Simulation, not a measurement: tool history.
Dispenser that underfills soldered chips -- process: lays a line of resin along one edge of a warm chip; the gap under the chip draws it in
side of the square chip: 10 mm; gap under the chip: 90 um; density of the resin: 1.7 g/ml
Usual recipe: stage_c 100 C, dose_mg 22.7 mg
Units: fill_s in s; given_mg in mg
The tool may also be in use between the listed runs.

run,hour,stage_c,dose_mg,fill_s,given_mg
1,0.0,100,22.7,96.3,21.68
# hour 7.2: dispensing valve cleaned and set on the balance
# hour 9.0: new syringe of resin
2,12.5,100,22.7,64.9,22.73
3,23.5,99,22.7,124.0,22.63
# hour 28.1: new syringe of resin
4,33.2,99,25.2,74.8,24.98
5,39.3,114,22.7,60.7,22.43
# hour 46.9: new syringe of resin
6,50.9,114,22.7,42.7,22.46
7,56.2,114,19.8,57.5,19.54
8,64.5,100,22.7,141.2,22.37
# hour 65.9: new syringe of resin
9,71.4,100,22.7,72.1,22.28
10,80.8,100,22.7,116.4,22.22
# hour 84.6: new syringe of resin
11,90.0,91,22.7,104.9,22.17
12,101.5,100,19.7,142.1,19.19
# hour 102.8: new syringe of resin
13,111.3,114,22.7,52.6,22.03
14,116.8,114,22.7,70.0,21.90
# hour 121.1: new syringe of resin
15,125.0,114,22.7,42.2,21.88
16,134.6,87,22.7,182.4,21.79
# hour 139.5: new syringe of resin
# hour 145.2: dispensing valve cleaned and set on the balance
17,146.5,87,22.7,124.3,22.66
18,153.4,87,27.7,173.8,27.57
# hour 158.7: new syringe of resin
19,159.9,111,25.9,38.8,25.79
20,167.7,104,22.7,74.8,22.51
# hour 177.4: new syringe of resin
21,177.5,92,22.7,76.7,22.46
22,185.1,92,22.7,110.1,22.48
23,190.6,101,25.8,104.5,25.51
# hour 195.9: new syringe of resin
24,199.3,101,25.8,64.1,25.37
25,205.0,95,20.7,110.0,20.26
# hour 214.7: new syringe of resin
26,215.6,95,20.7,73.3,20.21
27,225.8,95,20.7,122.7,20.15
# hour 233.1: new syringe of resin
28,233.9,95,20.7,71.8,20.11
29,240.6,95,20.7,102.1,20.02
30,250.7,100,23.7,140.1,22.92
# hour 252.1: new syringe of resin
31,256.6,100,23.7,71.5,22.82
32,262.0,92,28.6,124.8,27.57
# hour 270.7: new syringe of resin
33,270.7,92,28.6,75.1,27.49
34,280.8,88,23.2,148.3,22.21
# hour 282.8: dispensing valve cleaned and set on the balance
# hour 290.1: new syringe of resin
35,290.1,101,28.9,52.5,28.75
36,297.1,101,28.9,74.9,28.83

A few steps of fill_s between consecutive runs. Split each: what settings, incoming material and random variation would produce without the hidden state, and what is left over for the hidden state, along with gauge scatter present in only one of the two compared results (measured, and without hidden state):
The tool's hidden condition here consists of: resin's viscosity, % of fresh resin's; dose that the valve gives, % of what is set; true chip temperature over the reading, C; drift of the gauge itself on fill_s, %; drift of the gauge itself on given_mg, %.
Run 15 -> 16: stage_c 114 -> 87. fill_s +140.2 s: hidden state +85.1, all else +55.1.
Run 18 -> 19: stage_c 87 -> 111, dose_mg 27.7 -> 25.9, new syringe of resin. fill_s -135.0 s: hidden state -83.5, all else -51.5.
Run 30 -> 31: new syringe of resin. fill_s -68.6 s: hidden state -69.1, all else +0.5.
Run 34 -> 35: stage_c 88 -> 101, dose_mg 23.2 -> 28.9, dispensing valve cleaned and set on the balance, new syringe of resin. fill_s -95.8 s: hidden state -61.6, all else -34.2.
